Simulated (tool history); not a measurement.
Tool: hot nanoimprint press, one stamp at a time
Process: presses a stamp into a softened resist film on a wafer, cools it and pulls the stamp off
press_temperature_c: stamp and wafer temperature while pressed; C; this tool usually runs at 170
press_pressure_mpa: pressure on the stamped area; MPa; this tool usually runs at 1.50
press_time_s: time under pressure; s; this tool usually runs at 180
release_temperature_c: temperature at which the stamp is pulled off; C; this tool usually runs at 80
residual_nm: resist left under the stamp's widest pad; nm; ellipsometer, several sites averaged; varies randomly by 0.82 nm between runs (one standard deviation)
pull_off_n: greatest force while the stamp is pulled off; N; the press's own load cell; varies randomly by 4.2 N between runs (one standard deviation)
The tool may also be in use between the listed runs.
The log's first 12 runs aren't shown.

run	hour	press_temperature_c	press_pressure_mpa	press_time_s	release_temperature_c	hours of work since the thermocouple was calibrated	imprints on the stamp's release coat	hours of work since the press's seals were changed	residual_nm	pull_off_n
13	101.7	170	1.50	180	85	8	961	205	114.9	250
14	111.0	170	1.50	180	85	12	990	209	115.9	256
15	115.8	170	1.50	180	81	15	1005	212	114.8	269
16	124.7	170	1.50	180	81	19	1033	216	116.6	271
17	134.7	170	1.50	180	81	24	1065	221	116.4	272
# hour 143.9: plate thermocouple calibrated, once more
18	145.7	170	1.50	180	81	1	1090	225	108.5	274
19	151.9	170	1.50	309	81	4	1109	229	90.9	267
20	161.3	173	2.11	180	78	9	1139	233	75.9	283
21	171.9	170	1.27	201	80	14	1172	239	115.7	288
22	177.8	177	1.19	93	73	17	1191	242	110.9	298
23	186.5	177	1.19	108	71	22	1218	246	104.8	318
24	195.4	181	2.20	260	71	26	1246	251	43.5	319
25	205.6	174	1.50	156	80	31	1278	256	94.3	285
26	209.9	164	1.50	156	80	34	1291	258	159.4	288
27	219.6	164	1.50	156	80	38	1322	263	159.8	295
28	228.8	170	0.99	180	67	43	1350	268	138.2	347
29	237.5	179	2.01	132	83	48	1378	272	64.8	291
30	244.4	179	2.01	132	83	51	1399	276	65.5	280

Predict each of these 4 candidate next runs independently; none follows another, all start after run 30:
A	250.3	165	2.01	119	87	54	1418	279	?	?
B	250.3	179	1.15	132	83	54	1418	279	?	?
C	250.3	170	0.99	129	81	54	1418	279	?	?
D	250.3	179	1.08	132	68	54	1418	279	?	?

run	residual_nm	pull_off_n
A	140.9	262
B	91.3	286
C	154.8	284
D	95.7	359
Without the tool's hidden state the same runs would have given:
run	residual_nm	pull_off_n
A	138.7	178
B	90.4	195
C	153.6	193
D	94.8	243

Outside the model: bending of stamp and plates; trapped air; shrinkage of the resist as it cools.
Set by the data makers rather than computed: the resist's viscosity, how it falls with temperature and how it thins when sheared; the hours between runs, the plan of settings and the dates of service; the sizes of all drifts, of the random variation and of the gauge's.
